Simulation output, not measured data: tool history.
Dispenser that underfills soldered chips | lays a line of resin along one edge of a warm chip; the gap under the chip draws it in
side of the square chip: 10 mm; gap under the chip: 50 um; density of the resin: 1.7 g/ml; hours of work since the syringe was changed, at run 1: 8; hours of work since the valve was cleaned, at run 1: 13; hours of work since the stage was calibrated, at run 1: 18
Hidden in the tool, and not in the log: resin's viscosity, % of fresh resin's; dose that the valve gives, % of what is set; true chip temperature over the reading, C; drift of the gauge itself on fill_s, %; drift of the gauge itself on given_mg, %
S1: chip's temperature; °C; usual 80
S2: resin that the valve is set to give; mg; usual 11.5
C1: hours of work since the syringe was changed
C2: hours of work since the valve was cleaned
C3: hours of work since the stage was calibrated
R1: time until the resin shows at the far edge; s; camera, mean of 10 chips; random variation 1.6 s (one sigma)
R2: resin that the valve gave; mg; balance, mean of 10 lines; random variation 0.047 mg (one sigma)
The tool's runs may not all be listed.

run	hour	S1	S2	C1	C2	C3	R1	R2
1	0.0	80	11.5	8	13	18	223.3	11.42
# hour 2.4: new syringe of resin
2	7.9	80	11.5	4	18	24	181.0	11.41
3	14.1	80	10.9	9	23	28	233.6	10.81
# hour 15.7: new syringe of resin
4	21.2	80	10.9	4	28	33	187.2	10.76
# hour 29.0: new syringe of resin
5	29.0	80	10.9	0	33	39	152.9	10.71
6	34.1	80	10.9	4	37	42	185.5	10.65
7	41.3	80	10.9	9	42	48	239.2	10.67
# hour 42.4: new syringe of resin
8	46.5	80	10.9	3	46	51	180.9	10.64
9	50.6	80	10.9	6	49	54	207.0	10.61
10	54.6	80	10.9	9	52	57	241.3	10.61
# hour 55.7: new syringe of resin
11	60.6	68	10.9	4	56	61	347.6	10.62
12	68.5	92	12.7	9	62	67	129.6	12.32
# hour 69.1: new syringe of resin
13	72.8	92	11.2	3	64	70	95.9	10.82
14	79.3	92	11.2	7	69	75	121.0	10.83
# hour 82.7: new syringe of resin
15	84.5	69	12.0	1	73	78	280.9	11.63
16	89.6	88	13.5	5	76	82	129.1	12.96
17	95.1	89	11.7	9	80	86	152.3	11.21
# hour 96.3: new syringe of resin
18	101.0	89	11.7	3	85	90	113.5	11.25
19	107.5	89	11.7	8	89	95	143.3	11.25
# hour 109.5: new syringe of resin
20	112.7	65	12.6	2	93	98	353.9	12.06

5 ways to go on from here, each from the tool as it stands after run 20. What would each give?
A	116.0	75	12.6	5	95	101	?	?
B	116.0	81	12.5	5	95	101	?	?
C	116.0	84	14.5	5	95	101	?	?
D	116.0	80	10.8	5	95	101	?	?
E	116.0	83	14.8	5	95	101	?	?

run	R1	R2
A	231.8	12.00
B	172.7	11.94
C	143.7	13.92
D	191.3	10.37
E	152.5	14.20
Without the tool's hidden state the same runs would have given:
run	R1	R2
A	192.8	12.59
B	143.3	12.52
C	119.8	14.59
D	157.6	10.87
E	127.2	14.89
